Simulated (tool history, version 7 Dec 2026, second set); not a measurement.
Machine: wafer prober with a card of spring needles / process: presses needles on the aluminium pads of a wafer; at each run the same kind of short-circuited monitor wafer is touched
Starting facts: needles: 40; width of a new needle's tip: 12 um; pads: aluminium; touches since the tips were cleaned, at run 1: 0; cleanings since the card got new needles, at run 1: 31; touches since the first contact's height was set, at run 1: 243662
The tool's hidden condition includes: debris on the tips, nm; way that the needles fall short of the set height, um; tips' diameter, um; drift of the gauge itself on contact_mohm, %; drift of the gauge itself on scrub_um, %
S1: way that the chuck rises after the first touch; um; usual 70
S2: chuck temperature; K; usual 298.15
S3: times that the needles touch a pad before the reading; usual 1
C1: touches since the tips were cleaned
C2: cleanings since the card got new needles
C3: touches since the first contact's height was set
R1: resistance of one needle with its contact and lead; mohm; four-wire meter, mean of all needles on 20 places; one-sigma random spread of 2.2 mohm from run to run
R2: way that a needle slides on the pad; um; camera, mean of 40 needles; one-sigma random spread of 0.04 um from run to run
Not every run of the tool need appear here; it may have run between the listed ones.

run,hour,S1,S2,S3,C1,C2,C3,R1,R2
1,0,70,298.15,1,0,31,243662,242,12.97
# hour 1.7: height of the first contact set anew
# hour 19.9: tips cleaned on abrasive film
2,26.8,70,298.15,1,2539,32,9213,237,12.92
# hour 40.2: tips cleaned on abrasive film
3,45.9,70,298.15,1,2089,33,16208,244,13
# hour 58.8: tips cleaned on abrasive film
4,62.3,70,298.15,2,1296,34,22221,244,13.02
5,75.5,70,298.15,1,6135,34,27060,240,12.92
# hour 77.7: tips cleaned on abrasive film
# hour 98: tips cleaned on abrasive film
6,99.4,70,298.15,1,491,36,35769,237,12.97
# hour 117.6: tips cleaned on abrasive film
7,125,70,304.15,1,2700,37,45155,244,13.09
# hour 136.5: tips cleaned on abrasive film
8,150.5,71,298.15,1,5157,38,54518,240,13.21
# hour 155.4: tips cleaned on abrasive film
9,167.8,71,298.15,1,4555,39,60838,247,13.16
# hour 174.1: tips cleaned on abrasive film
10,188.1,71,298.15,1,5151,40,68287,244,13.19
# hour 192.9: tips cleaned on abrasive film
# hour 211.5: tips cleaned on abrasive film
11,211.5,71,298.15,1,0,42,76846,244,13.26
# hour 230.2: tips cleaned on abrasive film
12,232.5,55,364.15,1,820,43,84505,262,10.23
13,247.6,62,389.15,2,6390,43,90075,264,11.65

Predict the results of run 14:
# hour 249: tips cleaned on abrasive film
14,258.5,62,389.15,2,3483,44,94059,?,?

R1: 266 mohm
R2: 11.66 um
Minus the tool's unlogged condition, the same run would have read R1 266 mohm, R2 11.56 um.

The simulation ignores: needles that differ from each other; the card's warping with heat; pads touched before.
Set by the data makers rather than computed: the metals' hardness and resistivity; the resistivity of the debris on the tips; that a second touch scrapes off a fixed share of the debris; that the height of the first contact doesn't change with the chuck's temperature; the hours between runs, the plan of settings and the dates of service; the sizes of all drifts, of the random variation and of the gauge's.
